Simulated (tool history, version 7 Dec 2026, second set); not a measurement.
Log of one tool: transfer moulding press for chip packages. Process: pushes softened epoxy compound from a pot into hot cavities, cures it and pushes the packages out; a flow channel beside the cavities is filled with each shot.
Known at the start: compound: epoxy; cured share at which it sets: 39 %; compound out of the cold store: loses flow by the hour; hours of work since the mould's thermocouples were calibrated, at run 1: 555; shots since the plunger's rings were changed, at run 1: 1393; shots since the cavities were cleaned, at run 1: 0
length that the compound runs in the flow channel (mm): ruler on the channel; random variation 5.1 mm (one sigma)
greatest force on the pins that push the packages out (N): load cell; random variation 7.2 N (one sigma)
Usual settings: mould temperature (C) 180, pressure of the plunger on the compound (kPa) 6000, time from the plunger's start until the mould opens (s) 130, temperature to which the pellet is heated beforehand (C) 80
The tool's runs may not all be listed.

run	day	mould temperature (C)	pressure of the plunger on the compound (kPa)	time from the plunger's start until the mould opens (s)	temperature to which the pellet is heated beforehand (C)	hours of work since the mould's thermocouples were calibrated	shots since the plunger's rings were changed	shots since the cavities were cleaned	incoming compound's hours out of the cold store	length that the compound runs in the flow channel (mm)	greatest force on the pins that push the packages out (N)
1	0.000	180	6000	130	80	555	1393	0	18.0	526	300
2	0.421	180	6000	130	80	563	1514	121	36.2	479	293
3	0.975	185	6000	130	80	573	1673	280	33.7	478	294
4	1.758	185	6000	130	80	588	1898	505	46.8	442	281
5	2.129	180	6000	130	80	594	2004	611	35.8	487	303
# day 2.871: cavities cleaned with cleaning compound and waxed
6	3.050	180	6000	130	80	610	2251	52	33.9	485	303
7	3.754	180	6000	130	75	623	2453	254	40.8	470	307
8	4.588	180	5690	130	80	639	2692	493	14.5	518	308
9	5.392	180	4650	130	80	653	2923	724	45.7	398	300
# day 5.771: cavities cleaned with cleaning compound and waxed
10	6.333	176	6060	135	85	670	3176	162	17.1	547	300
11	6.979	176	6060	135	85	682	3360	346	18.3	549	331
12	7.479	176	6060	135	85	691	3504	490	14.2	568	323
13	8.250	187	5820	117	74	705	3725	711	26.7	489	284
# day 8.638: cavities cleaned with cleaning compound and waxed
14	8.988	187	5820	117	74	718	3919	100	10.2	522	281
15	9.858	177	6870	113	74	734	4169	350	37.2	508	354
16	10.250	177	5670	154	85	741	4281	462	8.9	548	296
17	10.921	174	6000	130	80	753	4473	654	34.4	502	340
# day 11.562: cavities cleaned with cleaning compound and waxed
18	11.842	174	6000	112	82	769	4720	80	39.1	483	404

Hidden state at the last listed run before each entry between runs and at the first one after, where it differs:
Between runs 5 and 6: cavities cleaned with cleaning compound and waxed (day 2.871)
  pressure that reaches the compound, % of what is set: 99.88 -> 99.86; grip of the stained cavities, % over clean ones': 1.3 -> 0.2
Between runs 9 and 10: cavities cleaned with cleaning compound and waxed (day 5.771)
  pressure that reaches the compound, % of what is set: 99.82 -> 99.81; grip of the stained cavities, % over clean ones': 1.3 -> 0.5
Between runs 13 and 14: cavities cleaned with cleaning compound and waxed (day 8.638)
  pressure that reaches the compound, % of what is set: 99.77 -> 99.76; grip of the stained cavities, % over clean ones': 1.3 -> 0.4
Between runs 17 and 18: cavities cleaned with cleaning compound and waxed (day 11.562)
  pressure that reaches the compound, % of what is set: 99.73 -> 99.71; grip of the stained cavities, % over clean ones': 1.3 -> 0.3

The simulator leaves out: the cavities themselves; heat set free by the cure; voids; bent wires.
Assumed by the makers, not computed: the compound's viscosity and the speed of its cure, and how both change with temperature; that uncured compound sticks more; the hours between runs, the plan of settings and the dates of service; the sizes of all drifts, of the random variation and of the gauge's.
